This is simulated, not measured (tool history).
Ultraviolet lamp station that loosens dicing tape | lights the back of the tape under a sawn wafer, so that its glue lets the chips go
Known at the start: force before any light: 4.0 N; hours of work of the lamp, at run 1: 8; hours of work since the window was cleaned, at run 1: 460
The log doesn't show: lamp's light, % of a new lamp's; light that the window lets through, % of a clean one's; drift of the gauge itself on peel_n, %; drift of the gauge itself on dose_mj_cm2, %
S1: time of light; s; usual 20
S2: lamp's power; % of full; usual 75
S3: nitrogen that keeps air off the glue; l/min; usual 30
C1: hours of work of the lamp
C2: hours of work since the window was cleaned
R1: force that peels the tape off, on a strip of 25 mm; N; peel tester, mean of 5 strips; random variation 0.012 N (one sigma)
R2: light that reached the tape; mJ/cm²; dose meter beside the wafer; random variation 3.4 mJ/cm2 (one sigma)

run,hour,S1,S2,S3,C1,C2,R1,R2
1,0,20,75,30,8,460,0.641,498
2,8.7,20,75,41,12,465,0.556,491
3,17.7,20,62,41,17,470,0.752,406
4,31.6,20,62,41,25,477,0.765,407
5,41.9,20,75,30,31,483,0.676,483
6,50.1,20,94,30,35,487,0.461,616
7,60.9,20,75,30,41,493,0.668,486
8,68.3,20,75,30,45,497,0.656,489
9,80.5,13,75,30,52,504,1.196,313
10,92.4,13,80,30,58,511,1.127,333
11,103.3,16,84,41,64,516,0.706,432
12,115.9,16,84,41,71,523,0.697,427
13,124.7,16,77,16,76,528,1.208,388
14,138.4,22,98,21,83,536,0.467,691

The same runs without the tool's hidden state, with the same run-to-run variation:
run,R1,R2
1,0.533,561
2,0.458,554
3,0.625,460
4,0.633,463
5,0.552,552
6,0.372,704
7,0.541,558
8,0.529,561
9,1.01,361
10,0.939,386
11,0.561,502
12,0.551,498
13,1.003,453
14,0.363,811
